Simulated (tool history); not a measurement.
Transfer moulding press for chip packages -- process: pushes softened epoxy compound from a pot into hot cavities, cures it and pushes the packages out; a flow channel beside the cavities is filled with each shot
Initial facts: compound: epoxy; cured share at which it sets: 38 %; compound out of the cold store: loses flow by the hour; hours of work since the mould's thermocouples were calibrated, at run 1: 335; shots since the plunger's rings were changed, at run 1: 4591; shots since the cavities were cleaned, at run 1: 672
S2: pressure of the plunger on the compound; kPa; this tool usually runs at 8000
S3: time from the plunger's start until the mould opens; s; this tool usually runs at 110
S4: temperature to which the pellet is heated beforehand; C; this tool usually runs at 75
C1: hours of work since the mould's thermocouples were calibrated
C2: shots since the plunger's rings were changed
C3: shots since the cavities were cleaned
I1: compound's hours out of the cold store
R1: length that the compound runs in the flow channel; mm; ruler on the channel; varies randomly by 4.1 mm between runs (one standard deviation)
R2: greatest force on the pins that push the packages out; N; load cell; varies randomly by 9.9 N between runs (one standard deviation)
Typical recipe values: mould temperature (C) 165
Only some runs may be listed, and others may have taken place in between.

Run 1, hour 0: usual settings; C1 335; C2 4591; C3 672; I1 46.4. Result: R1 471 mm, R2 715 N.
At hour 14.4: cavities cleaned with cleaning compound and waxed.
At hour 77.7: cavities cleaned with cleaning compound and waxed.
Run 2, hour 99.5: usual settings; C1 412; C2 5863; C3 288; I1 38.1. Result: R1 465 mm, R2 570 N.
At hour 140.9: cavities cleaned with cleaning compound and waxed.
At hour 186: plunger's sealing rings changed.
Run 3, hour 196.9: usual settings but S4 65 C; C1 486; C2 143; C3 704; I1 41.5. Result: R1 505 mm, R2 742 N.
At hour 206: cavities cleaned with cleaning compound and waxed.
Run 4, hour 242.4: usual settings but S4 65 C; C1 521; C2 723; C3 479; I1 28.6. Result: R1 514 mm, R2 673 N.
At hour 268.8: cavities cleaned with cleaning compound and waxed.
Run 5, hour 302.8: usual settings but S4 65 C; C1 568; C2 1500; C3 448; I1 47.8. Result: R1 490 mm, R2 649 N.
At hour 332.6: cavities cleaned with cleaning compound and waxed.
At hour 392: cavities cleaned with cleaning compound and waxed.
Run 6, hour 402.6: usual settings; C1 645; C2 2776; C3 139; I1 17. Result: R1 517 mm, R2 546 N.
At hour 453.3: cavities cleaned with cleaning compound and waxed.
Run 7, hour 482.7: usual settings; C1 708; C2 3812; C3 387; I1 41.7. Result: R1 475 mm, R2 596 N.
At hour 513.3: cavities cleaned with cleaning compound and waxed.
At hour 574.2: cavities cleaned with cleaning compound and waxed.
Run 8, hour 574.2: usual settings but S3 121 s; C1 778; C2 4978; C3 0; I1 38. Result: R1 471 mm, R2 370 N.
At hour 590.8: mould's thermocouples calibrated.
At hour 638.6: cavities cleaned with cleaning compound and waxed.
Run 9, hour 669: usual settings but S2 6790 kPa; C1 61; C2 6181; C3 400; I1 44.3. Result: R1 419 mm, R2 637 N.
At hour 699.6: cavities cleaned with cleaning compound and waxed.
At hour 729.6: plunger's sealing rings changed.
Run 10, hour 752.5: usual settings but S2 6790 kPa; C1 125; C2 302; C3 665; I1 19.1. Result: R1 487 mm, R2 747 N.
At hour 769.4: cavities cleaned with cleaning compound and waxed.
Run 11, hour 823.1: usual settings but S2 6790 kPa; C1 180; C2 1212; C3 708; I1 37.7. Result: R1 459 mm, R2 767 N.
At hour 829.1: cavities cleaned with cleaning compound and waxed.
At hour 896.5: cavities cleaned with cleaning compound and waxed.
Run 12, hour 901.1: usual settings but mould temperature (C) 158, S2 6790 kPa; C1 239; C2 2200; C3 59; I1 17.2. Result: R1 489 mm, R2 753 N.
At hour 957.7: cavities cleaned with cleaning compound and waxed.
Run 13, hour 960.3: usual settings; C1 285; C2 2961; C3 34; I1 31.5. Result: R1 492 mm, R2 468 N.
Run 14, hour 1003.9: usual settings but mould temperature (C) 162, S2 7070 kPa; C1 320; C2 3536; C3 609; I1 43.9. Result: R1 451 mm, R2 811 N.

Expected results for the next run?
At hour 1023.5: cavities cleaned with cleaning compound and waxed.
Run 15, hour 1048.7: usual settings but mould temperature (C) 157, S2 6020 kPa, S3 104 s, S4 66 C; C1 355; C2 4107; C3 333; I1 11.8. Result: R1 ?, R2 ?.

{"run 15": {"R1": 456, "R2": 1228}}
Without the tool's hidden state the same run would have given R1 484 mm, R2 904 N.
